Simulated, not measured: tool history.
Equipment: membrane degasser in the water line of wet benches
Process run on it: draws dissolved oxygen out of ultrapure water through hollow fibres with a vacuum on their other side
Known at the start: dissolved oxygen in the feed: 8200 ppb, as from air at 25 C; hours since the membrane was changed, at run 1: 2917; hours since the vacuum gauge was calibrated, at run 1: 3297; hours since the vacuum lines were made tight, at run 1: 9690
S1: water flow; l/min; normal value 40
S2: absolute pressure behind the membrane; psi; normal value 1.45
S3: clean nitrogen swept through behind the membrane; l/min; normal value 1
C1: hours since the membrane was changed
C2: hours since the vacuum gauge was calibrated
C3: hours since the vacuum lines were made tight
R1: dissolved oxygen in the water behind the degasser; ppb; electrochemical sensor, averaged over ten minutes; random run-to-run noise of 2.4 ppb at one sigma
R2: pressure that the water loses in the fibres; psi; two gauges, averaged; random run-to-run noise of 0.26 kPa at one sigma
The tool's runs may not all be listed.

{"run": 1, "day": 0.0, "S1": 40, "S2": 1.45, "S3": 1, "C1": 2917, "C2": 3297, "C3": 9690, "R1": 555.3, "R2": 10.24}
{"day": 4.946, "done": "vacuum gauge calibrated"}
{"run": 2, "day": 7.708, "S1": 40, "S2": 1.45, "S3": 1, "C1": 3102, "C2": 66, "C3": 9874, "R1": 560.5, "R2": 10.218}
{"run": 3, "day": 15.946, "S1": 40, "S2": 1.45, "S3": 1, "C1": 3299, "C2": 264, "C3": 10072, "R1": 562.1, "R2": 10.24}
{"run": 4, "day": 22.279, "S1": 40, "S2": 1.45, "S3": 1, "C1": 3451, "C2": 416, "C3": 10224, "R1": 561.8, "R2": 10.192}
{"run": 5, "day": 29.025, "S1": 40, "S2": 1.45, "S3": 1, "C1": 3613, "C2": 578, "C3": 10386, "R1": 557.3, "R2": 10.245}
{"run": 6, "day": 35.833, "S1": 40, "S2": 1.45, "S3": 1, "C1": 3777, "C2": 741, "C3": 10549, "R1": 567.2, "R2": 10.235}
{"run": 7, "day": 41.538, "S1": 40, "S2": 2.7, "S3": 1, "C1": 3913, "C2": 878, "C3": 10686, "R1": 1141, "R2": 10.317}
{"run": 8, "day": 48.642, "S1": 40, "S2": 1.45, "S3": 1, "C1": 4084, "C2": 1049, "C3": 10857, "R1": 563.8, "R2": 10.211}
{"run": 9, "day": 53.288, "S1": 25, "S2": 1.45, "S3": 1, "C1": 4195, "C2": 1160, "C3": 10968, "R1": 371.2, "R2": 6.492}
{"run": 10, "day": 61.792, "S1": 25, "S2": 1.45, "S3": 0.93, "C1": 4399, "C2": 1364, "C3": 11172, "R1": 392.7, "R2": 6.477}
{"run": 11, "day": 68.783, "S1": 40, "S2": 1.45, "S3": 2.55, "C1": 4567, "C2": 1532, "C3": 11340, "R1": 285.3, "R2": 10.276}
{"run": 12, "day": 75.329, "S1": 40, "S2": 1.45, "S3": 1, "C1": 4724, "C2": 1689, "C3": 11497, "R1": 562.7, "R2": 10.285}
{"run": 13, "day": 80.525, "S1": 40, "S2": 1.45, "S3": 1, "C1": 4849, "C2": 1814, "C3": 11622, "R1": 564.9, "R2": 10.33}
{"run": 14, "day": 88.446, "S1": 40, "S2": 1.45, "S3": 1, "C1": 5039, "C2": 2004, "C3": 11812, "R1": 564, "R2": 10.338}
{"run": 15, "day": 93.946, "S1": 40, "S2": 1.45, "S3": 1, "C1": 5171, "C2": 2136, "C3": 11944, "R1": 567.7, "R2": 10.232}
{"run": 16, "day": 102.125, "S1": 40, "S2": 1.77, "S3": 1, "C1": 5368, "C2": 2332, "C3": 12140, "R1": 721, "R2": 10.306}
{"run": 17, "day": 110.425, "S1": 40, "S2": 1.77, "S3": 1, "C1": 5567, "C2": 2532, "C3": 12340, "R1": 719.1, "R2": 10.354}
{"run": 18, "day": 119.067, "S1": 40, "S2": 1.77, "S3": 1, "C1": 5774, "C2": 2739, "C3": 12547, "R1": 724.1, "R2": 10.369}
{"run": 19, "day": 124.975, "S1": 40, "S2": 1.77, "S3": 1, "C1": 5916, "C2": 2881, "C3": 12689, "R1": 719, "R2": 10.367}
{"run": 20, "day": 130.771, "S1": 28, "S2": 3.55, "S3": 1, "C1": 6055, "C2": 3020, "C3": 12828, "R1": 1145.8, "R2": 7.291}
{"run": 21, "day": 135.071, "S1": 40, "S2": 1.54, "S3": 0.6, "C1": 6158, "C2": 3123, "C3": 12931, "R1": 849.7, "R2": 10.382}
{"run": 22, "day": 141.171, "S1": 39, "S2": 1.33, "S3": 1.42, "C1": 6305, "C2": 3269, "C3": 13078, "R1": 386.1, "R2": 10.174}
{"day": 147.229, "done": "vacuum gauge calibrated"}
{"run": 23, "day": 148.158, "S1": 39, "S2": 1.33, "S3": 1.42, "C1": 6472, "C2": 22, "C3": 13245, "R1": 380.8, "R2": 10.127}
{"run": 24, "day": 153.975, "S1": 26, "S2": 1.09, "S3": 1, "C1": 6611, "C2": 162, "C3": 13384, "R1": 245, "R2": 6.772}
{"run": 25, "day": 157.538, "S1": 30, "S2": 1.09, "S3": 0.93, "C1": 6697, "C2": 247, "C3": 13470, "R1": 296.2, "R2": 7.791}
{"run": 26, "day": 161.108, "S1": 31, "S2": 2.68, "S3": 1, "C1": 6783, "C2": 333, "C3": 13556, "R1": 930.9, "R2": 8.044}
{"run": 27, "day": 166.979, "S1": 40, "S2": 1.45, "S3": 0.98, "C1": 6923, "C2": 474, "C3": 13696, "R1": 573.2, "R2": 10.421}
{"run": 28, "day": 171.462, "S1": 30, "S2": 1.06, "S3": 1, "C1": 7031, "C2": 582, "C3": 13804, "R1": 270.3, "R2": 7.832}
{"run": 29, "day": 176.921, "S1": 30, "S2": 1.06, "S3": 1, "C1": 7162, "C2": 713, "C3": 13935, "R1": 267.1, "R2": 7.861}
{"run": 30, "day": 183.483, "S1": 40, "S2": 1.93, "S3": 1, "C1": 7320, "C2": 870, "C3": 14093, "R1": 790.7, "R2": 10.376}
{"run": 31, "day": 192.225, "S1": 59, "S2": 1.93, "S3": 2.13, "C1": 7529, "C2": 1080, "C3": 14302, "R1": 725.9, "R2": 15.468}

Forecast each of these 4 alternatives for the next run:
{"run": "A", "day": 196.229, "S1": 59, "S2": 1.93, "S3": 0.6, "C1": 7626, "C2": 1176, "C3": 14398, "R1": "?", "R2": "?"}
{"run": "B", "day": 196.229, "S1": 40, "S2": 1.45, "S3": 0.43, "C1": 7626, "C2": 1176, "C3": 14398, "R1": "?", "R2": "?"}
{"run": "C", "day": 196.229, "S1": 26, "S2": 1.93, "S3": 2.13, "C1": 7626, "C2": 1176, "C3": 14398, "R1": "?", "R2": "?"}
{"run": "D", "day": 196.229, "S1": 30, "S2": 3.57, "S3": 0.55, "C1": 7626, "C2": 1176, "C3": 14398, "R1": "?", "R2": "?"}

run=A R1=1476.3 R2=15.462
run=B R1=947.4 R2=10.446
run=C R1=293.3 R2=6.788
run=D R1=1800.4 R2=7.857
What these runs would have given with no unlogged condition in the tool:
run=A R1=1472.9 R2=14.832
run=B R1=956.1 R2=10.016
run=C R1=282.9 R2=6.511
run=D R1=1798.4 R2=7.536

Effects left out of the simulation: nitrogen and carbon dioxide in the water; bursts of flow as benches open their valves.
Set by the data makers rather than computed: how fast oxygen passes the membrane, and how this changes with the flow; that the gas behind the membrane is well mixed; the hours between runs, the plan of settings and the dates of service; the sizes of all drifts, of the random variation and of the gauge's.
